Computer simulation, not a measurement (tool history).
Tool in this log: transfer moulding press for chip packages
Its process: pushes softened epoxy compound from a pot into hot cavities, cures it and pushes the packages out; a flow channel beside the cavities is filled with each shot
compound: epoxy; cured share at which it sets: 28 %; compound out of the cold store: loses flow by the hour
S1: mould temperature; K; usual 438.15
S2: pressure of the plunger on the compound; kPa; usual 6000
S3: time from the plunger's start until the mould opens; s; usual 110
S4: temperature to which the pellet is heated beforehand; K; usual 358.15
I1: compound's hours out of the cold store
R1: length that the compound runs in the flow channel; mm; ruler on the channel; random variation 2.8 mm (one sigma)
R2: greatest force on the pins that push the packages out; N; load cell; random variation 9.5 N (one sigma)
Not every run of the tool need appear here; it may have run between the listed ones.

Run 1, hour 0.0: usual settings; I1 19.6. Result: R1 895 mm, R2 464 N.
Run 2, hour 11.6: usual settings but S2 6480 kPa; I1 25.6. Result: R1 899 mm, R2 594 N.
At hour 18.6: plunger's sealing rings changed.
Run 3, hour 23.8: usual settings but S2 6480 kPa; I1 14.2. Result: R1 1003 mm, R2 647 N.
Run 4, hour 33.8: usual settings but S2 6480 kPa; I1 32.6. Result: R1 898 mm, R2 712 N.
Run 5, hour 42.6: usual settings but S1 432.15 K; I1 13.7. Result: R1 984 mm, R2 1139 N.
Run 6, hour 52.7: usual settings but S1 432.15 K; I1 23.4. Result: R1 932 mm, R2 1125 N.
Run 7, hour 60.3: usual settings but S1 432.15 K; I1 13.4. Result: R1 989 mm, R2 1184 N.
Run 8, hour 71.4: usual settings; I1 22.4. Result: R1 914 mm, R2 825 N.
At hour 81.0: cavities cleaned with cleaning compound and waxed.
Run 9, hour 83.2: usual settings; I1 26.8. Result: R1 887 mm, R2 490 N.
Run 10, hour 93.8: usual settings; I1 39.0. Result: R1 824 mm, R2 576 N.
Run 11, hour 100.9: usual settings; I1 25.2. Result: R1 896 mm, R2 613 N.
Run 12, hour 112.1: usual settings; I1 19.7. Result: R1 918 mm, R2 709 N.
Run 13, hour 120.5: usual settings; I1 22.4. Result: R1 904 mm, R2 742 N.
Run 14, hour 130.1: usual settings; I1 17.4. Result: R1 934 mm, R2 810 N.
Run 15, hour 139.0: usual settings but S2 5830 kPa, S4 350.15 K; I1 31.7. Result: R1 842 mm, R2 773 N.
Run 16, hour 147.8: usual settings but S4 359.15 K; I1 39.5. Result: R1 813 mm, R2 808 N.

Estimate the outcome of run 17 from the log above:
Run 17, hour 152.7: usual settings but S2 5560 kPa, S4 350.15 K; I1 22.4. Result: R1 ?, R2 ?.

R1: 872 mm
R2: 819 N
Take away the tool's hidden state, keep the run-to-run variation as it was, and the same run would have given R1 890 mm, R2 448 N.
